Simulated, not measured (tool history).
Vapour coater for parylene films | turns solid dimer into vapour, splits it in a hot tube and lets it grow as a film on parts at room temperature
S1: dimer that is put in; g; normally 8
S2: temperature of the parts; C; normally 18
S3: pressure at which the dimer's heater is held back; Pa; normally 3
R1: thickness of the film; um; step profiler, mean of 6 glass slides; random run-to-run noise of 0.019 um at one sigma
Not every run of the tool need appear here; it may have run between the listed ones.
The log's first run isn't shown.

run,hour,S1,S2,S3,R1
2,24,8,18,3,4.1
3,52.1,8,18,2.09,4.29
4,78.3,8,30,3,3.03
5,104.3,8,30,3,3.04
6,120.1,8,17,3,4.11
7,133.7,8,17,3,4.13
8,158.6,8,17,3,4.13
9,173.8,8,18,5.22,3.7
10,196.1,8,18,3,4.02
11,216.5,8,18,3,3.97
12,241.6,8,18,3,4
# hour 248.2: trap's valve overhauled
13,262.7,8,18,3,3.88
14,277,8,18,4.84,3.59
15,303.7,8,18,3,3.86
16,331.7,14,13,10.51,6.22

The next listed run, before its measurement:
17,361.5,12,10,10.33,?

R1: 5.72 um
With no hidden state in the tool, this same run would have given R1 6.31 um.
